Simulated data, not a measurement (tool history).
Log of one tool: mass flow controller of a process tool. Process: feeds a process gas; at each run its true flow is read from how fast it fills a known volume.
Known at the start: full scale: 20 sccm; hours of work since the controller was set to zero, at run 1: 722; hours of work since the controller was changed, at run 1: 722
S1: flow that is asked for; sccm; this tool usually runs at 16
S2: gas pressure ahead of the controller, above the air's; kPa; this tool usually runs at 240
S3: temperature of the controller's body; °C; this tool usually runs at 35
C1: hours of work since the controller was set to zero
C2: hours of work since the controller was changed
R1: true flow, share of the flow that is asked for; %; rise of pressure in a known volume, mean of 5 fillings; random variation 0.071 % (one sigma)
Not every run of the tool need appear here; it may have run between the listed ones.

run 1 hour=0.0 | S1=16 S2=240 S3=35 | C1=722 C2=722 | R1=100.11
run 2 hour=82.7 | S1=16 S2=240 S3=35 | C1=764 C2=764 | R1=100.28
run 3 hour=160.2 | S1=16 S2=240 S3=35 | C1=803 C2=803 | R1=100.39
run 4 hour=246.9 | S1=16 S2=240 S3=37 | C1=846 C2=846 | R1=100.72
run 5 hour=301.2 | S1=16 S2=240 S3=35 | C1=874 C2=874 | R1=100.71
run 6 hour=390.4 | S1=16 S2=240 S3=35 | C1=919 C2=919 | R1=100.78
run 7 hour=450.9 | S1=3 S2=240 S3=35 | C1=949 C2=949 | R1=99.27
run 8 hour=502.6 | S1=3 S2=240 S3=35 | C1=975 C2=975 | R1=99.32
run 9 hour=557.2 | S1=3 S2=240 S3=35 | C1=1003 C2=1003 | R1=99.51
run 10 hour=597.9 | S1=15 S2=240 S3=35 | C1=1023 C2=1023 | R1=101.18
run 11 hour=638.0 | S1=15 S2=240 S3=35 | C1=1043 C2=1043 | R1=101.23
run 12 hour=686.0 | S1=16 S2=240 S3=35 | C1=1068 C2=1068 | R1=101.35
run 13 hour=754.3 | S1=16 S2=240 S3=34 | C1=1102 C2=1102 | R1=101.49
run 14 hour=799.5 | S1=16 S2=240 S3=36 | C1=1125 C2=1125 | R1=101.65
run 15 hour=852.5 | S1=16 S2=240 S3=36 | C1=1152 C2=1152 | R1=101.89
run 16 hour=936.7 | S1=16 S2=179 S3=35 | C1=1194 C2=1194 | R1=101.59
run 17 hour=976.3 | S1=16 S2=178 S3=35 | C1=1214 C2=1214 | R1=101.64
run 18 hour=1054.7 | S1=16 S2=240 S3=35 | C1=1253 C2=1253 | R1=102.11
run 19 hour=1133.4 | S1=16 S2=240 S3=35 | C1=1293 C2=1293 | R1=102.18
run 20 hour=1193.8 | S1=17 S2=193 S3=35 | C1=1323 C2=1323 | R1=102.05
run 21 hour=1237.4 | S1=17 S2=193 S3=35 | C1=1345 C2=1345 | R1=102.22
-- hour=1300.1 gauge calibrated
run 22 hour=1312.1 | S1=6 S2=222 S3=35 | C1=1383 C2=1383 | R1=98.78
run 23 hour=1365.3 | S1=7 S2=237 S3=37 | C1=1410 C2=1410 | R1=99.21
run 24 hour=1408.7 | S1=7 S2=236 S3=33 | C1=1432 C2=1432 | R1=99.16
run 25 hour=1500.6 | S1=11 S2=240 S3=35 | C1=1478 C2=1478 | R1=99.76
run 26 hour=1554.9 | S1=16 S2=240 S3=24 | C1=1505 C2=1505 | R1=100.21
run 27 hour=1596.6 | S1=16 S2=240 S3=24 | C1=1526 C2=1526 | R1=100.30
run 28 hour=1680.4 | S1=16 S2=240 S3=34 | C1=1569 C2=1569 | R1=100.78
run 29 hour=1768.0 | S1=16 S2=240 S3=34 | C1=1613 C2=1613 | R1=100.90
run 30 hour=1834.2 | S1=16 S2=213 S3=35 | C1=1646 C2=1646 | R1=100.81
run 31 hour=1880.2 | S1=16 S2=240 S3=35 | C1=1669 C2=1669 | R1=101.26
run 32 hour=1938.3 | S1=16 S2=240 S3=28 | C1=1699 C2=1699 | R1=101.06
run 33 hour=1995.6 | S1=16 S2=149 S3=35 | C1=1727 C2=1727 | R1=100.99
run 34 hour=2048.1 | S1=2 S2=148 S3=21 | C1=1754 C2=1754 | R1=98.57
run 35 hour=2132.8 | S1=2 S2=148 S3=21 | C1=1796 C2=1796 | R1=98.76
run 36 hour=2186.5 | S1=2 S2=148 S3=21 | C1=1824 C2=1824 | R1=98.84
run 37 hour=2240.8 | S1=2 S2=205 S3=35 | C1=1851 C2=1851 | R1=99.76

Describe how what the log doesn't record of the tool's condition differs between the last listed run preceding each entry between runs and the first listed run following it.
In the gap between runs 21 and 22: gauge calibrated (hour 1300.1)
  drift of the gauge itself on true_pct, %: 2.34 -> 0.02
  measured minus no-state result, R1: +2.33 -> +0.01 %

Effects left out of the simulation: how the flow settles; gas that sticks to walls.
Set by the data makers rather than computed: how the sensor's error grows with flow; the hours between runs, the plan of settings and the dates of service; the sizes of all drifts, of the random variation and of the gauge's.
